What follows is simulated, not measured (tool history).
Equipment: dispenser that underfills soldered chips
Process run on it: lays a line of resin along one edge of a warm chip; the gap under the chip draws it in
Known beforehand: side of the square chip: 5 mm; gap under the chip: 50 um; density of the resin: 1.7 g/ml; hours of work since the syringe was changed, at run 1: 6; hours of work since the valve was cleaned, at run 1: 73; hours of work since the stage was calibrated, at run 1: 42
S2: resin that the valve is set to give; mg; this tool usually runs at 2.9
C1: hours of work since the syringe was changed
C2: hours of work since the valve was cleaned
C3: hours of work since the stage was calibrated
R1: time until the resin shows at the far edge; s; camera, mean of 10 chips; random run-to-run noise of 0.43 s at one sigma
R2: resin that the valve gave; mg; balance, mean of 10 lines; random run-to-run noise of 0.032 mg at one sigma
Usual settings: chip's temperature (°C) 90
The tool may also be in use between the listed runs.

Run 1, hour 0: usual settings; C1 6; C2 73; C3 42. Result: R1 50.1 s, R2 2.68 mg.
At hour 3.2: new syringe of resin.
Run 2, hour 4.2: usual settings; C1 1; C2 76; C3 44. Result: R1 33.3 s, R2 2.75 mg.
Run 3, hour 7.1: usual settings but chip's temperature (°C) 81; C1 2; C2 78; C3 46. Result: R1 54.6 s, R2 2.74 mg.
Run 4, hour 9: usual settings but chip's temperature (°C) 81; C1 4; C2 79; C3 47. Result: R1 61.2 s, R2 2.71 mg.
Run 5, hour 12.8: usual settings; C1 6; C2 81; C3 49. Result: R1 51.9 s, R2 2.8 mg.
At hour 15.5: new syringe of resin.
Run 6, hour 17.1: usual settings; C1 1; C2 84; C3 52. Result: R1 34.5 s, R2 2.72 mg.
Run 7, hour 21.5: usual settings; C1 4; C2 87; C3 55. Result: R1 43.6 s, R2 2.73 mg.
Run 8, hour 25.2: usual settings; C1 6; C2 89; C3 57. Result: R1 50.4 s, R2 2.73 mg.
At hour 28.2: new syringe of resin.
Run 9, hour 28.8: usual settings; C1 0; C2 91; C3 59. Result: R1 33.7 s, R2 2.75 mg.
Run 10, hour 31.7: usual settings; C1 2; C2 93; C3 61. Result: R1 39.4 s, R2 2.76 mg.
Run 11, hour 34.1: usual settings but chip's temperature (°C) 96, S2 2.62 mg; C1 4; C2 94; C3 62. Result: R1 36.4 s, R2 2.53 mg.
Run 12, hour 36.7: usual settings but chip's temperature (°C) 96, S2 2.62 mg; C1 5; C2 96; C3 64. Result: R1 40.8 s, R2 2.42 mg.
Run 13, hour 39.3: usual settings but chip's temperature (°C) 96, S2 2.62 mg; C1 7; C2 97; C3 66. Result: R1 46.3 s, R2 2.44 mg.
At hour 40.8: new syringe of resin.
Run 14, hour 41.5: usual settings but chip's temperature (°C) 96, S2 2.62 mg; C1 0; C2 99; C3 67. Result: R1 27.3 s, R2 2.46 mg.
Run 15, hour 45.8: usual settings but chip's temperature (°C) 99, S2 2.87 mg; C1 3; C2 101; C3 69. Result: R1 30 s, R2 2.7 mg.
Run 16, hour 48.2: usual settings but chip's temperature (°C) 83, S2 3.13 mg; C1 5; C2 103; C3 71. Result: R1 60 s, R2 2.93 mg.
Run 17, hour 51.8: usual settings but chip's temperature (°C) 83, S2 3.13 mg; C1 7; C2 105; C3 73. Result: R1 70.2 s, R2 2.92 mg.
At hour 53.2: new syringe of resin.
Run 18, hour 56.6: usual settings but chip's temperature (°C) 88, S2 2.82 mg; C1 2; C2 108; C3 76. Result: R1 41.5 s, R2 2.64 mg.

Hidden state at the last listed run before each entry between runs and at the first one after, where it differs:
Run 1 -> run 2: new syringe of resin (hour 3.2)
  resin's viscosity, % of fresh resin's: 154.9 -> 105.6; dose that the valve gives, % of what is set: 95.34 -> 95.19; true chip temperature over the reading, C: -0.44 -> -0.46
  the result without the hidden state subtracted from the measured one, R1: +18.5 -> +2.7 s; R2: -0.14 -> -0.14 mg
Run 5 -> run 6: new syringe of resin (hour 15.5)
  resin's viscosity, % of fresh resin's: 160.6 -> 107; dose that the valve gives, % of what is set: 94.84 -> 94.68; true chip temperature over the reading, C: -0.5 -> -0.52
  the result without the hidden state subtracted from the measured one, R1: +20.6 -> +3.4 s; R2: -0.14 -> -0.16 mg
Run 8 -> run 9: new syringe of resin (hour 28.2)
  resin's viscosity, % of fresh resin's: 158.5 -> 104.2; dose that the valve gives, % of what is set: 94.37 -> 94.24; true chip temperature over the reading, C: -0.56 -> -0.57
  the result without the hidden state subtracted from the measured one, R1: +19.9 -> +2.6 s; R2: -0.16 -> -0.17 mg
Run 13 -> run 14: new syringe of resin (hour 40.8)
  resin's viscosity, % of fresh resin's: 173.7 -> 103.2; dose that the valve gives, % of what is set: 93.83 -> 93.76; true chip temperature over the reading, C: -0.62 -> -0.63
  the result without the hidden state subtracted from the measured one, R1: +21.1 -> +2.1 s; R2: -0.16 -> -0.17 mg
Run 17 -> run 18: new syringe of resin (hour 53.2)
  resin's viscosity, % of fresh resin's: 170.4 -> 118.1; dose that the valve gives, % of what is set: 93.33 -> 93.16; true chip temperature over the reading, C: -0.68 -> -0.69
  the result without the hidden state subtracted from the measured one, R1: +30.7 -> +8.1 s; R2: -0.21 -> -0.2 mg
